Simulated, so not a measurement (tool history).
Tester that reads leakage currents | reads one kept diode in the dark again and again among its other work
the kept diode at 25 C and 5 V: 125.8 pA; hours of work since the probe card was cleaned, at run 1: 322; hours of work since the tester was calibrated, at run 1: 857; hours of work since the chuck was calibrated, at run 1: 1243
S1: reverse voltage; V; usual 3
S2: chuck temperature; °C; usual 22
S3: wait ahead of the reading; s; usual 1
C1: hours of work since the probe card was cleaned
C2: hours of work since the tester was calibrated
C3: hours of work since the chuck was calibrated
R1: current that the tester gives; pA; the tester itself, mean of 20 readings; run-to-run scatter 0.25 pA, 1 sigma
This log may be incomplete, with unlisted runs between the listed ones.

run   hour    S1  S2    S3   C1    C2    C3       R1
  1      0     3  22     1  322   857  1243    92.28
  2   40.4     3  22     1  351   887  1273    92.84
  3   81.3  5.56  22     1  382   917  1303    117.3
  4  108.8  5.56  22     1  402   938  1323   117.83
  5  133.4     3  22     1  420   956  1341    93.39
  6  165.9     3  22  0.32  444   980  1365    96.05
  7  220.4     3  22  0.32  485  1020  1406     95.3
     226.6  -- probe card cleaned and baked
  8  250.4     3  22  0.32   18  1040  1426    96.62
  9  301.1     3  36  4.11   55  1078  1463      279
     313.9  -- probe card cleaned and baked, once more
 10  342.7     3  36  4.11   21  1106  1492   277.19
 11  390.5     3  22   1.1   57  1142  1527    94.97
 12  439.6     3  22   1.1   93  1178  1564    94.81
 13  473.9     3  22   1.1  118  1203  1589    95.26
 14  496.4  3.52  59   1.1  135  1220  1606  1448.49
 15  531.4  3.52  59   1.1  161  1246  1631  1463.48
 16  576.7  3.11  24  0.43  194  1279  1665   114.38

Hidden state or all else? Some run-to-run changes of R1, split into what the settings, what came in and random variation would give without the hidden state, and what is left for the hidden state (with any gauge scatter that isn't in both results):
Unlogged tool condition in this case: stray current of the dirty probe card, pA a volt; current scale over the true one, %; true chuck temperature over the reading, C; drift of the gauge itself on leakage_pa, %.
Run 13 -> 14: S1 3 -> 3.52, S2 22 -> 59. R1 +1353.23 pA: hidden state +142.71, all else +1210.52.
Run 15 -> 16: S1 3.52 -> 3.11, S2 59 -> 24, S3 1.1 -> 0.43. R1 -1349.1 pA: hidden state -143.72, all else -1205.38.
